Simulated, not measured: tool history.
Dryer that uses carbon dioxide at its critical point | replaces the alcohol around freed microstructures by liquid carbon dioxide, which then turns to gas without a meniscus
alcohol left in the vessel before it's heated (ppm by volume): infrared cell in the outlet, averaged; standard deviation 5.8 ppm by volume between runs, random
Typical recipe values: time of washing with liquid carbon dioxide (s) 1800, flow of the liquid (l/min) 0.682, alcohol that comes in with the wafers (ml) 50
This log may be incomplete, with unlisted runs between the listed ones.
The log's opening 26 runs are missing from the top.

run,day,time of washing with liquid carbon dioxide (s),flow of the liquid (l/min),alcohol that comes in with the wafers (ml),hours of work since the filter was changed,hours of work since the purifier's bed was changed,alcohol left in the vessel before it's heated (ppm by volume)
27,22.483,1800,0.753,46,520,160,215
# day 23.075: inlet filter changed
28,23.679,1800,0.753,46,11,182,169
29,24.338,2460,0.465,105,24,194,616
30,25.158,1800,1.154,31,39,210,64
31,25.850,1680,0.493,38,52,223,645
32,26.638,1500,0.499,103,67,238,2139
33,27.242,2400,0.879,98,79,249,103
34,27.971,2400,0.879,98,92,263,108
35,29.033,2400,0.879,98,112,283,105
36,29.862,2400,0.879,98,128,298,111
37,31.004,1260,0.754,60,150,320,743
38,31.542,2220,0.682,76,160,330,228
39,32.608,2220,0.682,76,180,350,237
40,33.246,2220,0.682,76,192,362,231
41,34.229,1380,0.948,66,210,381,342
42,34.733,1380,0.948,66,220,390,337
43,35.871,1380,0.948,66,241,412,350
44,36.892,1800,0.931,50,261,431,177
45,37.971,1800,0.931,50,281,451,179
46,38.604,2160,0.555,88,293,463,576
47,39.221,2160,0.555,88,305,475,576

Consider 3 possible next runs. They are alternatives, not a sequence: every one starts from the tool as it was left by run 47. What does each give?
A,40.283,2040,0.416,33,325,495,?
B,40.283,1800,1.120,20,325,495,?
C,40.283,1140,0.715,78,325,495,?

run,alcohol left in the vessel before it's heated (ppm by volume)
A,696
B,157
C,1593
What these runs would have given with no unlogged condition in the tool:
run,alcohol left in the vessel before it's heated (ppm by volume)
A,475
B,15
C,1249
